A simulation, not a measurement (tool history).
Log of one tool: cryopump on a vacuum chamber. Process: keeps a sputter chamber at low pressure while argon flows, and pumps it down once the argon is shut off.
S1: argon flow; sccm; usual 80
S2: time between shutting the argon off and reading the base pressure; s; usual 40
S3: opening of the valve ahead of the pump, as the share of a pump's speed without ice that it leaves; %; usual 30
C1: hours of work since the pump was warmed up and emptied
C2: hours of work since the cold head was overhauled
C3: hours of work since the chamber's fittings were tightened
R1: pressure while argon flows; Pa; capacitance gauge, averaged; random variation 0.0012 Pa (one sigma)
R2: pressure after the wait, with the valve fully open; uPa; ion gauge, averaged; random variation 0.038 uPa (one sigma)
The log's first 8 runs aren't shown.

{"run": 9, "hour": 137.9, "S1": 80, "S2": 40, "S3": 30, "C1": 129, "C2": 538, "C3": 778, "R1": 0.2824, "R2": 2.67}
{"run": 10, "hour": 161.2, "S1": 80, "S2": 40, "S3": 30, "C1": 147, "C2": 555, "C3": 796, "R1": 0.2834, "R2": 2.71}
{"run": 11, "hour": 184.3, "S1": 80, "S2": 40, "S3": 30, "C1": 164, "C2": 572, "C3": 813, "R1": 0.281, "R2": 2.68}
{"run": 12, "hour": 202.8, "S1": 80, "S2": 40, "S3": 30, "C1": 178, "C2": 586, "C3": 827, "R1": 0.2832, "R2": 2.81}
{"run": 13, "hour": 216.4, "S1": 80, "S2": 40, "S3": 30, "C1": 188, "C2": 597, "C3": 837, "R1": 0.2834, "R2": 2.76}
{"run": 14, "hour": 234.4, "S1": 80, "S2": 40, "S3": 30, "C1": 201, "C2": 610, "C3": 851, "R1": 0.2867, "R2": 2.8}
{"run": 15, "hour": 258.2, "S1": 80, "S2": 40, "S3": 30, "C1": 219, "C2": 628, "C3": 868, "R1": 0.2844, "R2": 2.8}
{"run": 16, "hour": 277.7, "S1": 80, "S2": 40, "S3": 30, "C1": 234, "C2": 642, "C3": 883, "R1": 0.2848, "R2": 2.83}
{"run": 17, "hour": 292.7, "S1": 80, "S2": 21, "S3": 30, "C1": 245, "C2": 654, "C3": 894, "R1": 0.287, "R2": 4.76}
{"run": 18, "hour": 303.6, "S1": 80, "S2": 21, "S3": 30, "C1": 253, "C2": 662, "C3": 902, "R1": 0.2888, "R2": 4.61}
{"run": 19, "hour": 317.2, "S1": 80, "S2": 61, "S3": 23, "C1": 263, "C2": 672, "C3": 913, "R1": 0.3712, "R2": 2.23}
{"run": 20, "hour": 338.9, "S1": 80, "S2": 61, "S3": 23, "C1": 280, "C2": 688, "C3": 929, "R1": 0.3716, "R2": 2.15}
{"run": 21, "hour": 356.7, "S1": 67, "S2": 173, "S3": 51, "C1": 293, "C2": 702, "C3": 942, "R1": 0.1479, "R2": 1.36}
{"run": 22, "hour": 375.9, "S1": 99, "S2": 173, "S3": 51, "C1": 307, "C2": 716, "C3": 957, "R1": 0.2203, "R2": 1.42}
{"run": 23, "hour": 394.2, "S1": 99, "S2": 173, "S3": 18, "C1": 321, "C2": 730, "C3": 970, "R1": 0.5864, "R2": 1.39}
{"run": 24, "hour": 408.1, "S1": 99, "S2": 173, "S3": 18, "C1": 332, "C2": 740, "C3": 981, "R1": 0.5858, "R2": 1.44}
{"run": 25, "hour": 422.0, "S1": 80, "S2": 49, "S3": 30, "C1": 342, "C2": 750, "C3": 991, "R1": 0.2948, "R2": 2.57}
{"run": 26, "hour": 433.8, "S1": 80, "S2": 38, "S3": 57, "C1": 351, "C2": 759, "C3": 1000, "R1": 0.1636, "R2": 3.03}
{"run": 27, "hour": 444.9, "S1": 80, "S2": 282, "S3": 18, "C1": 359, "C2": 768, "C3": 1008, "R1": 0.4785, "R2": 1.26}
{"run": 28, "hour": 465.6, "S1": 80, "S2": 282, "S3": 18, "C1": 375, "C2": 783, "C3": 1024, "R1": 0.4791, "R2": 1.27}
{"run": 29, "hour": 479.2, "S1": 64, "S2": 123, "S3": 30, "C1": 385, "C2": 793, "C3": 1034, "R1": 0.2373, "R2": 1.67}
{"hour": 491.7, "done": "pump warmed up, emptied and cooled again"}
{"run": 30, "hour": 500.8, "S1": 64, "S2": 123, "S3": 30, "C1": 7, "C2": 806, "C3": 1046, "R1": 0.2197, "R2": 1.51}
{"run": 31, "hour": 520.1, "S1": 64, "S2": 123, "S3": 30, "C1": 21, "C2": 820, "C3": 1061, "R1": 0.2219, "R2": 1.51}
{"run": 32, "hour": 543.7, "S1": 80, "S2": 20, "S3": 35, "C1": 39, "C2": 838, "C3": 1079, "R1": 0.2407, "R2": 4.92}

Forecast run 33:
{"run": 33, "hour": 564.2, "S1": 80, "S2": 96, "S3": 29, "C1": 54, "C2": 853, "C3": 1094, "R1": "?", "R2": "?"}

Run 33 gave R1 0.2860 Pa, R2 1.71 uPa.
Without the tool's hidden state the same run would have given R1 0.2818 Pa, R2 1.00 uPa.

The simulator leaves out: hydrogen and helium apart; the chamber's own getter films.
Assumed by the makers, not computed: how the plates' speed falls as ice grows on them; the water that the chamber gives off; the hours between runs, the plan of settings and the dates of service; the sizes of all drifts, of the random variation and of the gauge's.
